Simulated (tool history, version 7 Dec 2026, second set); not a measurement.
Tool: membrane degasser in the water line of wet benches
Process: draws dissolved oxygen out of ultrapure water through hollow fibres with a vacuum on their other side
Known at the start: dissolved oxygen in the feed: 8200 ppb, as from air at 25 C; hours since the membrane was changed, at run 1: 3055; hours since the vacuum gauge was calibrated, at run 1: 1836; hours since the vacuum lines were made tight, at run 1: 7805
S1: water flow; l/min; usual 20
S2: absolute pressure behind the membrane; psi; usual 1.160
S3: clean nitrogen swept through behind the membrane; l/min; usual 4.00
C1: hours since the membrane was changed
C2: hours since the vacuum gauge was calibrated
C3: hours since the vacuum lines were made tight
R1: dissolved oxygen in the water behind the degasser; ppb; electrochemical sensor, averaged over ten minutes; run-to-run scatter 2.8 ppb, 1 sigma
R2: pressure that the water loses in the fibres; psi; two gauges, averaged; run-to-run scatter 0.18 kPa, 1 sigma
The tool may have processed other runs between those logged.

run 1 day=0.000 | S1=20 S2=1.160 S3=4.00 | C1=3055 C2=1836 C3=7805 | R1=295.7 R2=4.548
run 2 day=3.233 | S1=20 S2=1.160 S3=4.00 | C1=3133 C2=1914 C3=7883 | R1=292.8 R2=4.559
run 3 day=5.788 | S1=20 S2=1.160 S3=4.00 | C1=3194 C2=1975 C3=7944 | R1=293.5 R2=4.505
run 4 day=8.517 | S1=20 S2=1.160 S3=4.00 | C1=3260 C2=2041 C3=8010 | R1=296.7 R2=4.511
run 5 day=11.529 | S1=20 S2=1.160 S3=4.30 | C1=3332 C2=2113 C3=8082 | R1=290.5 R2=4.499
run 6 day=15.150 | S1=20 S2=1.160 S3=9.57 | C1=3419 C2=2200 C3=8169 | R1=265.1 R2=4.530
run 7 day=17.150 | S1=20 S2=1.160 S3=9.57 | C1=3467 C2=2248 C3=8217 | R1=258.9 R2=4.534
run 8 day=19.554 | S1=20 S2=1.160 S3=9.57 | C1=3524 C2=2305 C3=8275 | R1=265.9 R2=4.534
run 9 day=22.804 | S1=29 S2=1.237 S3=4.68 | C1=3602 C2=2383 C3=8353 | R1=678.0 R2=6.591
-- day=23.154 vacuum gauge calibrated
run 10 day=25.608 | S1=29 S2=1.237 S3=4.68 | C1=3669 C2=59 C3=8419 | R1=682.0 R2=6.579
run 11 day=27.908 | S1=29 S2=1.237 S3=2.67 | C1=3724 C2=114 C3=8475 | R1=728.3 R2=6.548
-- day=28.483 vacuum gauge calibrated, once more
run 12 day=30.138 | S1=23 S2=1.201 S3=7.13 | C1=3777 C2=40 C3=8528 | R1=389.2 R2=5.197
run 13 day=32.108 | S1=18 S2=1.429 S3=8.61 | C1=3825 C2=87 C3=8575 | R1=207.8 R2=4.081
run 14 day=35.325 | S1=19 S2=2.139 S3=8.61 | C1=3902 C2=164 C3=8652 | R1=264.1 R2=4.280
run 15 day=37.767 | S1=19 S2=1.569 S3=3.31 | C1=3961 C2=223 C3=8711 | R1=309.2 R2=4.312

Run 16 comes next. What will it give?
run 16 day=40.692 | S1=13 S2=0.822 S3=1.60 | C1=4031 C2=293 C3=8781 | R1=? R2=?

{"run 16": {"R1": 103.1, "R2": 2.924}}
Had the tool carried no hidden state, the very same run would have given R1 97.3 ppb, R2 2.875 psi.
